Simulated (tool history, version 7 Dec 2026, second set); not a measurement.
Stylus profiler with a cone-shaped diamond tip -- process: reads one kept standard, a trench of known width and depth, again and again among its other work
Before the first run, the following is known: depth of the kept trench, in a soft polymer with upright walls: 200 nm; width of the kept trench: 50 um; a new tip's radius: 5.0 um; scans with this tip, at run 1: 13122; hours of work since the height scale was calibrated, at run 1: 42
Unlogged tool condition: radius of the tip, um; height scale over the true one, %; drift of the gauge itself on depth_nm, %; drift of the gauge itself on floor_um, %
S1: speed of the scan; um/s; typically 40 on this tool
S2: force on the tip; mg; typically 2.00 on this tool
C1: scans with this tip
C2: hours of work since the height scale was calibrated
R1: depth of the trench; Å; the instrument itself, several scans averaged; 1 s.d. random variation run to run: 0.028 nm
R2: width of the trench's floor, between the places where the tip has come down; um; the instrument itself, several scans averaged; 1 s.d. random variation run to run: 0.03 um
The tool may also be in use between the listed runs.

run,day,S1,S2,C1,C2,R1,R2
1,0.000,40,2.00,13122,42,2028.5,46.20
2,1.442,40,2.00,13336,61,2028.7,46.17
3,3.254,40,2.00,13605,84,2028.5,46.17
4,5.462,40,2.00,13932,113,2028.7,46.12
5,7.562,40,2.00,14244,140,2029.2,46.08
6,9.083,40,2.00,14469,160,2028.8,46.06
7,10.392,35,2.00,14663,177,2028.1,46.07
8,11.838,40,2.00,14878,195,2029.1,46.01
9,13.712,40,2.00,15156,220,2029.4,46.03
10,15.246,40,2.00,15383,239,2028.8,45.98
11,17.554,31,2.00,15726,269,2029.1,46.00
12,19.925,31,2.00,16077,300,2029.3,46.02
13,21.617,31,2.00,16328,322,2028.7,46.01
14,23.925,31,2.00,16671,352,2029.2,45.97
15,25.654,25,2.00,16927,374,2028.8,45.96
16,26.788,40,2.00,17095,389,2029.0,45.88
17,28.175,40,2.00,17300,407,2029.2,45.93
18,30.183,40,2.00,17599,433,2030.0,45.85
19,32.196,52,2.00,17897,459,2029.6,45.84
20,34.017,133,2.00,18167,483,2029.4,45.34
21,35.279,133,2.00,18354,499,2030.0,45.38
22,36.425,133,2.00,18524,514,2029.6,45.36
23,38.562,48,3.03,18841,541,2039.5,45.82
24,40.000,48,3.03,19054,560,2038.8,45.82
25,41.383,48,3.03,19259,578,2039.1,45.82
26,43.571,36,3.09,19584,606,2039.8,45.83
27,45.254,36,3.09,19833,628,2039.7,45.85
28,46.575,40,0.85,20029,645,2018.2,45.61
29,48.517,40,0.85,20317,670,2018.2,45.65
30,49.700,26,4.96,20493,686,2054.0,45.88
31,51.221,26,4.96,20718,705,2053.7,45.85
32,52.438,26,2.08,20898,721,2030.7,45.76
33,54.500,13,2.92,21204,748,2038.3,45.86
34,56.712,13,2.92,21532,776,2038.4,45.83
35,58.442,36,0.83,21789,799,2017.4,45.60
36,60.508,36,0.83,22096,826,2018.1,45.55
37,62.175,36,0.83,22343,847,2017.9,45.54
38,63.608,36,0.83,22555,866,2017.9,45.53
39,65.342,36,0.83,22813,888,2018.3,45.52
40,66.608,15,1.24,23000,905,2023.3,45.69

Below are 3 alternative next runs, each starting from the tool's condition after run 40. Predict each:
A,68.404,15,5.39,23267,928,?,?
B,68.404,67,2.59,23267,928,?,?
C,68.404,11,2.97,23267,928,?,?

run,R1,R2
A,2057.4,45.69
B,2036.2,45.47
C,2039.8,45.74
Without the tool's unlogged condition, the same runs would have read:
run,R1,R2
A,2054.9,47.11
B,2033.7,46.89
C,2037.3,47.16
